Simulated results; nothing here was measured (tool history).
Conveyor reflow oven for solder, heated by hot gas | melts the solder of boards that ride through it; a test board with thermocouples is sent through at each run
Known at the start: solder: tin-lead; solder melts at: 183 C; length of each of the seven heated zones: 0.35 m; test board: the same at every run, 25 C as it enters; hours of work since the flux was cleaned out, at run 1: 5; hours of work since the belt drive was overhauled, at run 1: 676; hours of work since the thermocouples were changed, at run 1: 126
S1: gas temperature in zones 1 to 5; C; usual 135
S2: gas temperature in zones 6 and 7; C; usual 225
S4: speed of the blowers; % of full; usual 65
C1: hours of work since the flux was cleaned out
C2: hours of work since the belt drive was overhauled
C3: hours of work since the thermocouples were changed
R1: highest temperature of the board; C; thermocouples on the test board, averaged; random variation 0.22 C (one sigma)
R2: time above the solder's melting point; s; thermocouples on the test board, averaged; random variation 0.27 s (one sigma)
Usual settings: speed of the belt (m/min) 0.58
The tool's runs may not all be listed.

Run 1, day 0: usual settings; C1 5; C2 676; C3 126. Result: R1 206 C, R2 42.8 s.
Run 2, day 1.554: usual settings but S1 150 C; C1 24; C2 695; C3 145. Result: R1 208.7 C, R2 51.9 s.
Run 3, day 3.583: usual settings but S1 150 C; C1 49; C2 720; C3 170. Result: R1 208.9 C, R2 51.8 s.
Run 4, day 4.892: usual settings; C1 65; C2 736; C3 186. Result: R1 204.9 C, R2 43 s.
Run 5, day 6.275: usual settings but S4 80 % of full; C1 82; C2 753; C3 203. Result: R1 207.6 C, R2 45.9 s.
Run 6, day 8.133: usual settings but S4 80 % of full; C1 105; C2 776; C3 226. Result: R1 207.6 C, R2 46.1 s.
Run 7, day 9.512: usual settings; C1 122; C2 793; C3 243. Result: R1 204.4 C, R2 41.8 s.
Run 8, day 11.221: usual settings but S1 143 C, S2 239 C, speed of the belt (m/min) 0.623, S4 53 % of full; C1 143; C2 814; C3 264. Result: R1 211.5 C, R2 46.9 s.
At day 11.488: belt drive overhauled, speed set with a stopwatch.
Run 9, day 12.946: usual settings but S1 149 C, S4 58 % of full; C1 162; C2 18; C3 283. Result: R1 206.1 C, R2 49.2 s.
Run 10, day 14.158: usual settings but S1 149 C, S4 58 % of full; C1 177; C2 33; C3 298. Result: R1 206.1 C, R2 48.4 s.
Run 11, day 16.279: usual settings but S1 122 C, S2 221 C, S4 58 % of full; C1 203; C2 59; C3 324. Result: R1 196.4 C, R2 27.2 s.
Run 12, day 17.979: usual settings but S1 122 C, S2 233 C, S4 56 % of full; C1 224; C2 80; C3 345. Result: R1 204.9 C, R2 38.4 s.
At day 18.617: belt drive overhauled, speed set with a stopwatch, once more.
Run 13, day 19.058: usual settings but S1 122 C, S2 233 C, S4 86 % of full; C1 236; C2 5; C3 356. Result: R1 210.5 C, R2 43 s.
Run 14, day 20.208: usual settings but S1 142 C, speed of the belt (m/min) 0.545, S4 83 % of full; C1 250; C2 20; C3 370. Result: R1 208.5 C, R2 51.4 s.

Forecast each of these 3 alternatives for the next run:
Run A, day 21.917: usual settings but S1 142 C, S2 215 C, speed of the belt (m/min) 0.622; C1 271; C2 41; C3 392. Result: R1 ?, R2 ?.
Run B, day 21.917: usual settings but S2 237 C, speed of the belt (m/min) 0.694, S4 66 % of full; C1 271; C2 41; C3 392. Result: R1 ?, R2 ?.
Run C, day 21.917: usual settings but S1 130 C, S2 214 C, speed of the belt (m/min) 0.518, S4 83 % of full; C1 271; C2 41; C3 392. Result: R1 ?, R2 ?.

run     R1    R2
  A  193.7    25
  B  204.3  31.9
  C  198.3  37.9
Without the tool's hidden state the same runs would have given:
run     R1    R2
  A  197.1  31.1
  B  208.6  36.3
  C  201.7  43.9
